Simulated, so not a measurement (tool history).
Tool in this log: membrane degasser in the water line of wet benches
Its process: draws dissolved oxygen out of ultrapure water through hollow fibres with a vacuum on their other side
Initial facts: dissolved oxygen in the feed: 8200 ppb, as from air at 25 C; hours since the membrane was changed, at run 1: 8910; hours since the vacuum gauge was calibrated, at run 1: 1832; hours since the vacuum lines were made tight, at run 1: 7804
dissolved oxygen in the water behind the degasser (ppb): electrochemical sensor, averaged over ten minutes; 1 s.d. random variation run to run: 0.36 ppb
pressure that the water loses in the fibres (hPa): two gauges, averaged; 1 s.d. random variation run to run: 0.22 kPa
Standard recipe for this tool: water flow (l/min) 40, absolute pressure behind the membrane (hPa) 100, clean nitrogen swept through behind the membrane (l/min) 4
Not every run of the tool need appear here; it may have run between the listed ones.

run	day	water flow (l/min)	absolute pressure behind the membrane (hPa)	clean nitrogen swept through behind the membrane (l/min)	hours since the membrane was changed	hours since the vacuum gauge was calibrated	hours since the vacuum lines were made tight	dissolved oxygen in the water behind the degasser (ppb)	pressure that the water loses in the fibres (hPa)
1	0	40	100	4	8910	1832	7804	162	672.3
2	9.25	40	100	4	9132	2054	8026	161.4	673
3	21.708	40	100	4	9431	2353	8325	161.2	672.9
4	27.592	40	100	4	9572	2494	8466	160.7	669.7
5	39.65	40	100	4	9861	2783	8755	161.2	675
6	47.917	40	100	4	10060	2982	8954	161.7	672.6
7	61.7	51	100	4	10390	3313	9285	212.7	856.6
8	69.092	26	100	4	10568	3490	9462	105.7	437.1
9	78.088	26	100	2.95	10784	3706	9678	140.8	439
# day 86.796: vacuum gauge calibrated
10	90.458	26	100	2.95	11080	88	9974	140.1	439.1
11	100.254	26	100	2.95	11315	323	10209	140.2	439.6
12	114.254	26	100	2.95	11651	659	10545	140.9	438.2

Run 13 is up next; what results do you expect?
13	121.629	26	100	2.95	11828	836	10722	?	?

dissolved oxygen in the water behind the degasser (ppb): 140.5
pressure that the water loses in the fibres (hPa): 437.2
With no hidden state in the tool, this same run would have given dissolved oxygen in the water behind the degasser (ppb) 140.4, pressure that the water loses in the fibres (hPa) 436.9.

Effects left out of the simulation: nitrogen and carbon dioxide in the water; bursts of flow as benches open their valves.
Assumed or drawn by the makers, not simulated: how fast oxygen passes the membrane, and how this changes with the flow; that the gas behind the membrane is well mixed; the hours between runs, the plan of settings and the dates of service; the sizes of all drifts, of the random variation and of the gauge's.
